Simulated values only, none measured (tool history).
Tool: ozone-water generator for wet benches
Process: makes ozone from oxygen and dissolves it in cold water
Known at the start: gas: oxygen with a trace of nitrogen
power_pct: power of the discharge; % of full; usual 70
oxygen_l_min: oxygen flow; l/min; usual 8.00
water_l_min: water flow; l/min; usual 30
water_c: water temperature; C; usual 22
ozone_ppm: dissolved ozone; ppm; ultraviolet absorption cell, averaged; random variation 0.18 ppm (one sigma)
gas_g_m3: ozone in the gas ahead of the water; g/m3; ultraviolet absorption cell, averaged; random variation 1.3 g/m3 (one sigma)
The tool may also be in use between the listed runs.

run 1 hour=0.0 | power_pct=70 oxygen_l_min=8.00 water_l_min=30 water_c=22 | ozone_ppm=23.7 gas_g_m3=234.1
run 2 hour=37.1 | power_pct=70 oxygen_l_min=8.00 water_l_min=30 water_c=22 | ozone_ppm=23.7 gas_g_m3=236.3
run 3 hour=83.5 | power_pct=70 oxygen_l_min=8.00 water_l_min=30 water_c=22 | ozone_ppm=23.7 gas_g_m3=233.5
run 4 hour=120.6 | power_pct=70 oxygen_l_min=8.00 water_l_min=30 water_c=22 | ozone_ppm=23.6 gas_g_m3=235.3
run 5 hour=169.9 | power_pct=70 oxygen_l_min=8.00 water_l_min=30 water_c=22 | ozone_ppm=23.7 gas_g_m3=234.4
run 6 hour=246.4 | power_pct=70 oxygen_l_min=8.00 water_l_min=30 water_c=22 | ozone_ppm=23.6 gas_g_m3=231.7
run 7 hour=290.8 | power_pct=70 oxygen_l_min=8.00 water_l_min=30 water_c=15 | ozone_ppm=26.1 gas_g_m3=234.2
run 8 hour=336.7 | power_pct=70 oxygen_l_min=8.00 water_l_min=30 water_c=15 | ozone_ppm=25.9 gas_g_m3=231.6
run 9 hour=414.2 | power_pct=71 oxygen_l_min=12.95 water_l_min=18 water_c=22 | ozone_ppm=34.2 gas_g_m3=196.8
run 10 hour=457.7 | power_pct=56 oxygen_l_min=10.58 water_l_min=46 water_c=18 | ozone_ppm=14.4 gas_g_m3=176.8
run 11 hour=504.8 | power_pct=56 oxygen_l_min=10.58 water_l_min=46 water_c=18 | ozone_ppm=14.4 gas_g_m3=177.1
run 12 hour=547.3 | power_pct=56 oxygen_l_min=10.58 water_l_min=46 water_c=18 | ozone_ppm=14.5 gas_g_m3=178.5
run 13 hour=619.4 | power_pct=95 oxygen_l_min=13.87 water_l_min=22 water_c=22 | ozone_ppm=36.8 gas_g_m3=236.7
run 14 hour=684.3 | power_pct=55 oxygen_l_min=7.75 water_l_min=29 water_c=18 | ozone_ppm=21.0 gas_g_m3=194.9
run 15 hour=757.4 | power_pct=55 oxygen_l_min=7.75 water_l_min=29 water_c=18 | ozone_ppm=20.9 gas_g_m3=193.8
run 16 hour=793.8 | power_pct=55 oxygen_l_min=7.75 water_l_min=29 water_c=18 | ozone_ppm=21.2 gas_g_m3=193.8

Measured less the same run without the tool's hidden state. The same run-to-run variation is in both; the gauge's scatter may not be:
The hidden state here: yield of the discharge, % of new electrodes'; contactor's efficiency, % of a clean one's; true water temperature over the reading, C; drift of the gauge itself on ozone_ppm, %; drift of the gauge itself on gas_g_m3, %.
run=1 ozone_ppm=-1.6 gas_g_m3=-1.6
run=2 ozone_ppm=-1.6 gas_g_m3=-1.8
run=3 ozone_ppm=-1.6 gas_g_m3=-2.1
run=4 ozone_ppm=-1.7 gas_g_m3=-2.3
run=5 ozone_ppm=-1.8 gas_g_m3=-2.6
run=6 ozone_ppm=-1.9 gas_g_m3=-3.0
run=7 ozone_ppm=-2.0 gas_g_m3=-3.3
run=8 ozone_ppm=-2.1 gas_g_m3=-3.6
run=9 ozone_ppm=-2.2 gas_g_m3=-3.5
run=10 ozone_ppm=-1.5 gas_g_m3=-2.8
run=11 ozone_ppm=-1.4 gas_g_m3=-3.0
run=12 ozone_ppm=-1.5 gas_g_m3=-3.1
run=13 ozone_ppm=-3.2 gas_g_m3=-6.8
run=14 ozone_ppm=-1.9 gas_g_m3=-4.0
run=15 ozone_ppm=-1.9 gas_g_m3=-4.3
run=16 ozone_ppm=-1.9 gas_g_m3=-4.5

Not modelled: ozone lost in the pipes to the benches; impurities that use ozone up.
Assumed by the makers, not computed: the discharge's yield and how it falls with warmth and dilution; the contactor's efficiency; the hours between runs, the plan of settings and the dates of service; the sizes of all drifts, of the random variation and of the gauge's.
